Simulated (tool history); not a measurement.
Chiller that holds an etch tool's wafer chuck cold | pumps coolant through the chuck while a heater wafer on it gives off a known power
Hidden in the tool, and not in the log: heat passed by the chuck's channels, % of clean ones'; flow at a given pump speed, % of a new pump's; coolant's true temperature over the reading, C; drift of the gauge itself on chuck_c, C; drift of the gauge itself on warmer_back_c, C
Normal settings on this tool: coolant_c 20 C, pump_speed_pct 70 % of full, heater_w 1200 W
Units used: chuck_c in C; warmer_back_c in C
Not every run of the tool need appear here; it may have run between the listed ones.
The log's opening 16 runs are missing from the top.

run     day  coolant_c  pump_speed_pct  heater_w  hours since the coolant was changed and the channels were flushed  hours since the pump was overhauled  hours since the chiller's thermometer was calibrated  chuck_c  warmer_back_c
 17  13.471         20              70      1200                                                               1670                                  512                                                  1357     33.1           3.74
     14.346  -- gauge calibrated
 18  14.554         11              73      1200                                                               1696                                  538                                                  1383     23.7           3.20
 19  15.108         20              79      1200                                                               1709                                  552                                                  1396     32.0           2.95
 20  15.946         20              70      1140                                                               1729                                  572                                                  1416     32.3           3.21
 21  16.929         22              92      1607                                                               1753                                  595                                                  1440     36.9           3.42
 22  17.638         20              61       677                                                               1770                                  612                                                  1457     27.9           2.30
 23  18.829         20              61       677                                                               1798                                  641                                                  1486     28.1           2.30
 24  19.700         20              61       677                                                               1819                                  662                                                  1506     27.9           2.36
 25  20.700         20              68      1485                                                               1843                                  686                                                  1530     36.6           4.48
 26  21.871         15              70       990                                                               1871                                  714                                                  1559     25.9           3.01
 27  22.738         15              64       609                                                               1892                                  735                                                  1579     22.1           2.12
 28  23.829         14              77      1459                                                               1918                                  761                                                  1606     29.0           4.00
 29  24.812         10              72      1438                                                               1942                                  785                                                  1629     25.4           4.19
 30  25.767         14              70      1112                                                               1965                                  807                                                  1652     26.0           3.43
 31  26.383         19              70      1112                                                               1979                                  822                                                  1667     31.2           3.47
 32  27.333         17              62      1200                                                               2002                                  845                                                  1690     31.1           4.20
 33  28.192         20              98      1200                                                               2023                                  866                                                  1710     30.8           2.76

Here are 3 independent what-if runs from the current tool condition. What would each one return?
  A  29.012         16              98      1060                                                               2043                                  885                                                  1730        ?              ?
  B  29.012         11              92      1200                                                               2043                                  885                                                  1730        ?              ?
  C  29.012         20              64      1531                                                               2043                                  885                                                  1730        ?              ?

run  chuck_c  warmer_back_c
  A     25.6           2.50
  B     22.1           2.93
  C     37.6           5.14
Without the tool's hidden state the same runs would have given:
run  chuck_c  warmer_back_c
  A     25.5           2.06
  B     22.1           2.49
  C     37.6           4.70
